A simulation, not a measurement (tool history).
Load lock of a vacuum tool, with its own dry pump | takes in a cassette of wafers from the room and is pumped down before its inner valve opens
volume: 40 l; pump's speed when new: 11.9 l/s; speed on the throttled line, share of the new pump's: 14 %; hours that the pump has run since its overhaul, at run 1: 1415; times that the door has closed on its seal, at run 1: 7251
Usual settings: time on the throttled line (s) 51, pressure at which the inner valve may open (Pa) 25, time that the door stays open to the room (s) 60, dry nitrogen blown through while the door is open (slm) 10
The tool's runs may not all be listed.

| run | day | time on the throttled line (s) | pressure at which the inner valve may open (Pa) | time that the door stays open to the room (s) | dry nitrogen blown through while the door is open (slm) | hours that the pump has run since its overhaul | times that the door has closed on its seal | incoming humidity of the room's air, % | time from the closed door until the inner valve may open (s) | rise of the pressure with all valves shut (Pa/min) |
|---|---|---|---|---|---|---|---|---|---|---|
| 1 | 0.000 | 51 | 25 | 60 | 10 | 1415 | 7251 | 43.4 | 71.6 | 0.063 |
| 2 | 4.054 | 51 | 25 | 60 | 10 | 1512 | 7477 | 43.8 | 71.5 | 0.065 |
| 3 | 6.754 | 51 | 25 | 60 | 10 | 1577 | 7628 | 49.4 | 72.7 | 0.073 |
| 4 | 10.317 | 51 | 25 | 60 | 10 | 1662 | 7827 | 48.1 | 71.6 | 0.068 |
| 5 | 12.892 | 51 | 25 | 60 | 10 | 1724 | 7971 | 44.3 | 71.4 | 0.063 |
| 6 | 14.783 | 51 | 25 | 57 | 10 | 1770 | 8077 | 42.7 | 72.9 | 0.061 |
| 7 | 16.592 | 51 | 25 | 57 | 10 | 1813 | 8178 | 46.2 | 69.8 | 0.063 |
| 8 | 19.875 | 51 | 25 | 57 | 10 | 1892 | 8361 | 47.8 | 72.2 | 0.069 |
| 9 | 23.871 | 51 | 25 | 57 | 10 | 1988 | 8584 | 47.0 | 72.3 | 0.066 |
| 10 | 27.579 | 51 | 25 | 57 | 10 | 2077 | 8791 | 45.0 | 71.9 | 0.065 |
| 11 | 30.488 | 51 | 25 | 60 | 10 | 2146 | 8953 | 46.0 | 73.3 | 0.061 |
| 12 | 34.538 | 51 | 25 | 60 | 10 | 2244 | 9180 | 41.3 | 71.7 | 0.060 |
| 13 | 36.329 | 51 | 23 | 60 | 10 | 2287 | 9280 | 44.2 | 72.5 | 0.066 |
| 14 | 39.154 | 51 | 23 | 60 | 10 | 2354 | 9438 | 47.0 | 72.5 | 0.070 |
| 15 | 42.008 | 51 | 23 | 60 | 10 | 2423 | 9597 | 42.4 | 72.4 | 0.056 |
| 16 | 44.608 | 90 | 33 | 35 | 10 | 2485 | 9742 | 42.1 | 104.2 | 0.050 |
| 17 | 47.983 | 39 | 42 | 30 | 10 | 2566 | 9931 | 46.8 | 59.9 | 0.055 |
| 18 | 50.021 | 29 | 25 | 60 | 28 | 2615 | 10044 | 48.0 | 53.4 | 0.053 |
| 19 | 51.746 | 31 | 25 | 60 | 9 | 2657 | 10141 | 42.0 | 54.5 | 0.065 |
| 20 | 53.800 | 94 | 21 | 60 | 9 | 2706 | 10255 | 45.5 | 109.1 | 0.066 |
| 21 | 55.504 | 36 | 30 | 107 | 10 | 2747 | 10351 | 42.4 | 58.6 | 0.074 |
| 22 | 58.008 | 52 | 24 | 128 | 10 | 2807 | 10490 | 45.7 | 73.1 | 0.083 |
| 23 | 59.638 | 52 | 24 | 128 | 10 | 2846 | 10581 | 46.3 | 73.1 | 0.088 |
| 24 | 61.417 | 26 | 46 | 60 | 10 | 2889 | 10681 | 41.3 | 48.7 | 0.058 |
| 25 | 63.825 | 26 | 46 | 60 | 10 | 2947 | 10815 | 41.6 | 47.7 | 0.061 |

Forecast each of these 3 alternatives for the next run:
| A | 66.521 | 51 | 32 | 60 | 10 | 3011 | 10966 | 40.8 | ? | ? |
| B | 66.521 | 51 | 25 | 37 | 41 | 3011 | 10966 | 44.3 | ? | ? |
| C | 66.521 | 26 | 46 | 60 | 30 | 3011 | 10966 | 42.1 | ? | ? |

| run | time from the closed door until the inner valve may open (s) | rise of the pressure with all valves shut (Pa/min) |
|---|---|---|
| A | 70.5 | 0.064 |
| B | 71.3 | 0.036 |
| C | 48.6 | 0.048 |
Without the tool's hidden state the same runs would have given:
| run | time from the closed door until the inner valve may open (s) | rise of the pressure with all valves shut (Pa/min) |
|---|---|---|
| A | 70.5 | 0.063 |
| B | 71.3 | 0.035 |
| C | 48.6 | 0.048 |
